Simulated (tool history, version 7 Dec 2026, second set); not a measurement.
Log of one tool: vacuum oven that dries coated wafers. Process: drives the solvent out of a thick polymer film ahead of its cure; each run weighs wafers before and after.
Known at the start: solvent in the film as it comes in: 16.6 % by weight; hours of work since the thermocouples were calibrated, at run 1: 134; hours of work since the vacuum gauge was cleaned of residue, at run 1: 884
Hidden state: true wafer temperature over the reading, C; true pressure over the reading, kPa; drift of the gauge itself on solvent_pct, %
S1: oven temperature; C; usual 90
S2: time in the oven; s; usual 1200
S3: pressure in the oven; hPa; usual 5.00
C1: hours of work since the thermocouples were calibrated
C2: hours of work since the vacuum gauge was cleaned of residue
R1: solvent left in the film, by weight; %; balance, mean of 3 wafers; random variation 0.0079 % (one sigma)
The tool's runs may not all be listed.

run,hour,S1,S2,S3,C1,C2,R1
1,0.0,90,1200,5.00,134,884,1.699
2,54.0,90,1200,5.00,165,916,1.690
3,115.6,90,1200,5.00,201,952,1.685
4,189.1,90,1200,5.00,244,995,1.700
5,264.9,90,660,5.00,289,1039,4.007
6,338.2,90,660,9.31,332,1082,4.223
7,372.6,90,1200,4.48,352,1102,1.634
8,454.3,90,2040,5.00,400,1150,0.674
9,508.1,90,2040,5.00,431,1182,0.681
10,584.0,90,2040,3.03,476,1226,0.556
# hour 598.9: vacuum gauge cleaned of residue and calibrated
11,627.8,90,2040,3.03,501,17,0.441
12,708.8,90,2040,3.03,548,64,0.435
13,771.4,90,1200,5.00,585,101,1.549
14,809.7,90,1200,5.00,607,124,1.556
# hour 847.9: oven's thermocouples calibrated
15,862.0,95,1200,5.00,8,153,0.849
16,927.6,95,1200,5.00,47,192,0.834
17,975.2,95,1200,5.00,75,219,0.858
18,1025.0,86,660,18.08,104,249,5.635
19,1102.9,90,1200,3.55,149,294,1.404
20,1179.9,90,1200,3.55,195,339,1.401
21,1241.7,96,1800,2.86,231,376,0.262
# hour 1262.9: oven's thermocouples calibrated, once more
22,1317.6,84,840,8.13,32,419,4.820
23,1362.8,90,1200,12.50,59,446,2.188
24,1436.1,96,1200,3.11,102,488,0.764
25,1497.6,76,660,3.45,138,525,7.853
26,1560.8,104,660,5.00,175,562,1.166
27,1632.8,104,660,5.00,217,604,1.143
28,1712.4,87,1440,3.73,263,650,1.587
29,1752.7,82,1200,9.21,287,674,3.794
30,1810.8,82,1200,9.21,321,708,3.799
31,1870.5,96,1200,9.21,356,743,1.091

5 ways to go on from here, each from the tool as it stands after run 31. What would each give?
A,1934.3,83,1200,5.00,394,781,?
B,1934.3,96,1560,10.03,394,781,?
C,1934.3,86,1200,10.60,394,781,?
D,1934.3,102,960,4.41,394,781,?
E,1934.3,81,1200,5.00,394,781,?

run,R1
A,3.181
B,0.804
C,2.875
D,0.629
E,3.732
Without the tool's hidden state the same runs would have given:
run,R1
A,3.231
B,0.778
C,2.919
D,0.622
E,3.788
